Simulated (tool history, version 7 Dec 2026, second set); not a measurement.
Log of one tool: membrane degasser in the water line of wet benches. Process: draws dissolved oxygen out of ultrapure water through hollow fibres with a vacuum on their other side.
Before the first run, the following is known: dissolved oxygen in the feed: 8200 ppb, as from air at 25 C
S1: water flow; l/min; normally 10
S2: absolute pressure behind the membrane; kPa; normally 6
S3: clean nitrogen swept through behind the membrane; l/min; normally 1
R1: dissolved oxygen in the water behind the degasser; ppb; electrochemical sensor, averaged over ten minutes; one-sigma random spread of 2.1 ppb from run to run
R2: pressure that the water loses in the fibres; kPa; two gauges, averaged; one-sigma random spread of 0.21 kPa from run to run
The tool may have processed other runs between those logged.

run 1 day=0 | S1=10 S2=6 S3=1 | R1=205.7 R2=51.23
run 2 day=1.779 | S1=10 S2=6 S3=1 | R1=205.8 R2=51.15
run 3 day=3.508 | S1=10 S2=6 S3=1.22 | R1=199.7 R2=50.81
run 4 day=4.708 | S1=10 S2=6 S3=1 | R1=207.2 R2=51.01
run 5 day=6.088 | S1=8 S2=6 S3=1 | R1=131.6 R2=40.9
run 6 day=7.892 | S1=8 S2=6 S3=1 | R1=131.7 R2=40.74
run 7 day=9.779 | S1=10 S2=6 S3=2.76 | R1=169.1 R2=50.99
run 8 day=11.208 | S1=10 S2=6 S3=2.76 | R1=166.1 R2=50.94
run 9 day=12.467 | S1=10 S2=6 S3=2.76 | R1=169.6 R2=51.12
run 10 day=13.408 | S1=10 S2=6 S3=2.76 | R1=168.9 R2=51.04
run 11 day=14.746 | S1=10 S2=6 S3=2.76 | R1=169.1 R2=51.17
run 12 day=16.604 | S1=10 S2=6 S3=2.76 | R1=169.3 R2=50.77
run 13 day=18.346 | S1=7 S2=8.57 S3=2.03 | R1=99.5 R2=35.6
run 14 day=19.383 | S1=12 S2=6 S3=1 | R1=296.5 R2=61.06
run 15 day=20.479 | S1=10 S2=10.23 S3=1 | R1=301.4 R2=51.23
run 16 day=21.721 | S1=10 S2=10.23 S3=1 | R1=301.3 R2=50.78
run 17 day=22.746 | S1=10 S2=4.14 S3=2.64 | R1=152 R2=51.06
run 18 day=24.158 | S1=10 S2=4.14 S3=2.64 | R1=153.9 R2=51.27
run 19 day=26.062 | S1=12 S2=6 S3=0.73 | R1=323.7 R2=61.31
run 20 day=27.454 | S1=12 S2=6 S3=0.73 | R1=324.1 R2=61.16
run 21 day=29.2 | S1=12 S2=6 S3=0.73 | R1=321.1 R2=61.48
run 22 day=30.425 | S1=12 S2=6 S3=0.73 | R1=329 R2=61.48
run 23 day=32.108 | S1=12 S2=6 S3=0.73 | R1=320.5 R2=61.3

5 ways to go on from here, each from the tool as it stands after run 23. What would each give?
run A day=32.925 | S1=6 S2=6 S3=1.03 | R1=? R2=?
run B day=32.925 | S1=8 S2=8.81 S3=0.44 | R1=? R2=?
run C day=32.925 | S1=15 S2=5.67 S3=0.57 | R1=? R2=?
run D day=32.925 | S1=13 S2=4.09 S3=1.49 | R1=? R2=?
run E day=32.925 | S1=10 S2=7.31 S3=1 | R1=? R2=?

run=A R1=71.6 R2=30.85
run=B R1=302.4 R2=40.8
run=C R1=479.1 R2=76.58
run=D R1=282.1 R2=66.22
run=E R1=239.6 R2=51.13
What these runs would have given with no unlogged condition in the tool:
run=A R1=71.5 R2=30.85
run=B R1=302.2 R2=40.79
run=C R1=478.9 R2=76.57
run=D R1=281.9 R2=66.22
run=E R1=239.5 R2=51.13

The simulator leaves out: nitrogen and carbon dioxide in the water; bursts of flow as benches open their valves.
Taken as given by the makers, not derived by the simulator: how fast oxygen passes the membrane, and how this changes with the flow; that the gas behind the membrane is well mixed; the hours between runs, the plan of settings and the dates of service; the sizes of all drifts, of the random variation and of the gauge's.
